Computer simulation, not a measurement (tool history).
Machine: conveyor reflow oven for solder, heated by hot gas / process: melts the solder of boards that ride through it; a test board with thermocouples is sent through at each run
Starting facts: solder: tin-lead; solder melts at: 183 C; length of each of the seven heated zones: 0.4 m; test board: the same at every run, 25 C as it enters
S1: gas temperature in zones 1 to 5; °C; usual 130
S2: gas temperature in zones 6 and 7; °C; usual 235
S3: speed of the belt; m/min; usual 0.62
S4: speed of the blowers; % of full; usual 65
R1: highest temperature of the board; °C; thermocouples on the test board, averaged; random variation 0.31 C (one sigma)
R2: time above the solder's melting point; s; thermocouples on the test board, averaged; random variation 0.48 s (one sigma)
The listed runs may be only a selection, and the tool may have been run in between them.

Run 1, hour 0: usual settings. Result: R1 215.2 °C, R2 53.1 s.
Run 2, hour 11.3: usual settings. Result: R1 212.7 °C, R2 50.3 s.
Run 3, hour 28.2: usual settings. Result: R1 212.4 °C, R2 50.4 s.
Run 4, hour 38.8: usual settings. Result: R1 212.2 °C, R2 49.2 s.
Run 5, hour 56.7: usual settings. Result: R1 212.6 °C, R2 50.1 s.
Run 6, hour 69: usual settings. Result: R1 212.7 °C, R2 50.1 s.
Run 7, hour 77.7: usual settings. Result: R1 212.1 °C, R2 50.9 s.
Run 8, hour 90.4: usual settings. Result: R1 213 °C, R2 51 s.
Run 9, hour 100.2: usual settings but S1 123 °C, S2 226 °C, S3 0.682 m/min. Result: R1 200 °C, R2 30.4 s.
Run 10, hour 112.8: usual settings but S4 63 % of full. Result: R1 212.1 °C, R2 49.5 s.
Run 11, hour 126.7: usual settings but S4 63 % of full. Result: R1 212 °C, R2 50.7 s.
Run 12, hour 142.2: usual settings but S4 63 % of full. Result: R1 212.1 °C, R2 50 s.

The log once held 1 entry between its listed runs, left out of this copy. Where does each go, and what is different about the tool's unlogged condition between the listed run before it and the listed run after it?
After run 1, before run 2: thermocouples of zones 6 and 7 changed (hour 3.4)
  belt's true speed, % of the reading: 99.24 -> 99.23; true gas temperature in zones 6 and 7 over the reading, C: 3.06 -> 0.11
  the result without the hidden state subtracted from the measured one, R1: +2.2 -> -0.2 °C; R2: +2.4 -> +0.1 s
